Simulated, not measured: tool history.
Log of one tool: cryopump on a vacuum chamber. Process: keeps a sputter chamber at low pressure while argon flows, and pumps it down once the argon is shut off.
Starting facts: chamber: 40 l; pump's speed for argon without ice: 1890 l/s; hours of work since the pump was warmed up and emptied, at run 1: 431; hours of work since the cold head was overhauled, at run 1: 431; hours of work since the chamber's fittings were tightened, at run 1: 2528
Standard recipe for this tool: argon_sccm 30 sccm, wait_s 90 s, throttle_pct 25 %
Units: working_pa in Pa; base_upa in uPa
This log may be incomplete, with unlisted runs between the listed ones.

| run | hour | argon_sccm | wait_s | throttle_pct | hours of work since the pump was warmed up and emptied | hours of work since the cold head was overhauled | hours of work since the chamber's fittings were tightened | working_pa | base_upa |
|---|---|---|---|---|---|---|---|---|---|
| 1 | 0 | 30 | 90 | 25 | 431 | 431 | 2528 | 0.1114 | 2.62 |
| 2 | 10.9 | 30 | 90 | 20 | 440 | 440 | 2537 | 0.1369 | 2.59 |
| 3 | 23.4 | 30 | 90 | 20 | 450 | 450 | 2548 | 0.1378 | 2.71 |
| 4 | 34.2 | 30 | 90 | 25 | 459 | 459 | 2557 | 0.1103 | 2.58 |
| 5 | 45.7 | 30 | 90 | 25 | 469 | 469 | 2566 | 0.1091 | 2.62 |
| 6 | 60.7 | 30 | 119 | 25 | 482 | 482 | 2579 | 0.1092 | 2.45 |
| 7 | 67.5 | 30 | 119 | 25 | 487 | 487 | 2585 | 0.1097 | 2.43 |
| 8 | 80.3 | 30 | 119 | 25 | 498 | 498 | 2596 | 0.1104 | 2.4 |
| 9 | 96.3 | 30 | 74 | 25 | 512 | 512 | 2609 | 0.1104 | 2.86 |
| 10 | 106.1 | 21 | 90 | 25 | 520 | 520 | 2617 | 0.0779 | 2.82 |
| 11 | 121.8 | 30 | 90 | 25 | 533 | 533 | 2630 | 0.1117 | 2.7 |
| 12 | 138 | 30 | 90 | 25 | 547 | 547 | 2644 | 0.1112 | 2.72 |
| 13 | 146.6 | 30 | 90 | 25 | 554 | 554 | 2651 | 0.1108 | 2.75 |
| 14 | 155.4 | 30 | 90 | 25 | 562 | 562 | 2659 | 0.1098 | 2.74 |
| 15 | 170.6 | 25 | 90 | 25 | 574 | 574 | 2672 | 0.093 | 2.8 |
|  | 175.8 | leaking fittings of the chamber tightened, without venting |
| 16 | 187.2 | 25 | 90 | 25 | 587 | 587 | 10 | 0.0927 | 1.09 |
| 17 | 194 | 25 | 90 | 25 | 592 | 592 | 15 | 0.0934 | 1.01 |
| 18 | 206.4 | 43 | 90 | 25 | 603 | 603 | 26 | 0.1596 | 1.02 |
| 19 | 215.3 | 41 | 60 | 42 | 610 | 610 | 33 | 0.0928 | 1.53 |
| 20 | 226.5 | 41 | 60 | 42 | 620 | 620 | 43 | 0.0927 | 1.51 |
| 21 | 234.6 | 30 | 146 | 25 | 627 | 627 | 50 | 0.111 | 0.81 |
| 22 | 250.3 | 30 | 79 | 42 | 640 | 640 | 63 | 0.0693 | 1.25 |
| 23 | 261.7 | 30 | 242 | 33 | 649 | 649 | 72 | 0.0851 | 0.55 |
| 24 | 270.3 | 30 | 242 | 25 | 657 | 657 | 80 | 0.1119 | 0.59 |
| 25 | 282.6 | 30 | 242 | 25 | 667 | 667 | 90 | 0.1123 | 0.59 |
| 26 | 289.9 | 30 | 90 | 23 | 673 | 673 | 96 | 0.1217 | 1.07 |
| 27 | 300.9 | 32 | 90 | 32 | 682 | 682 | 105 | 0.0933 | 1.13 |
| 28 | 317.4 | 30 | 223 | 27 | 696 | 696 | 119 | 0.1035 | 0.63 |
| 29 | 324.5 | 12 | 36 | 39 | 702 | 702 | 125 | 0.0293 | 2.41 |
| 30 | 339.7 | 12 | 36 | 39 | 715 | 715 | 138 | 0.0293 | 2.45 |
| 31 | 347.9 | 12 | 36 | 39 | 722 | 722 | 145 | 0.0288 | 2.48 |
| 32 | 359.2 | 38 | 137 | 33 | 732 | 732 | 155 | 0.1089 | 0.83 |
| 33 | 366.4 | 37 | 61 | 18 | 738 | 738 | 161 | 0.1899 | 1.53 |
| 34 | 376.4 | 38 | 61 | 21 | 746 | 746 | 169 | 0.1683 | 1.56 |
| 35 | 392.4 | 38 | 61 | 21 | 760 | 760 | 183 | 0.1663 | 1.58 |

Each run again, without the hidden state but with its own random variation kept:
The tool's hidden condition here consists of: pump's speed, % of a pump's without ice; cold plate's temperature, K; leak into the chamber, uPa l/s; drift of the gauge itself on working_pa, %; drift of the gauge itself on base_upa, %.
| run | working_pa | base_upa |
|---|---|---|
| 1 | 0.1086 | 1.02 |
| 2 | 0.134 | 1.01 |
| 3 | 0.135 | 1.04 |
| 4 | 0.1074 | 0.98 |
| 5 | 0.1061 | 1.02 |
| 6 | 0.1061 | 0.82 |
| 7 | 0.1065 | 0.79 |
| 8 | 0.1071 | 0.78 |
| 9 | 0.1071 | 1.2 |
| 10 | 0.0756 | 1.06 |
| 11 | 0.1082 | 1.03 |
| 12 | 0.1077 | 1.01 |
| 13 | 0.1072 | 1.05 |
| 14 | 0.1062 | 1.03 |
| 15 | 0.0898 | 1.03 |
| 16 | 0.0895 | 1.04 |
| 17 | 0.0901 | 0.96 |
| 18 | 0.1539 | 0.96 |
| 19 | 0.0873 | 1.46 |
| 20 | 0.0872 | 1.44 |
| 21 | 0.1069 | 0.73 |
| 22 | 0.0651 | 1.17 |
| 23 | 0.0808 | 0.47 |
| 24 | 0.1076 | 0.5 |
| 25 | 0.1079 | 0.49 |
| 26 | 0.1173 | 0.97 |
| 27 | 0.0885 | 1.02 |
| 28 | 0.0989 | 0.51 |
| 29 | 0.0275 | 2.29 |
| 30 | 0.0275 | 2.31 |
| 31 | 0.0269 | 2.34 |
| 32 | 0.1028 | 0.69 |
| 33 | 0.1838 | 1.38 |
| 34 | 0.1621 | 1.41 |
| 35 | 0.1599 | 1.41 |
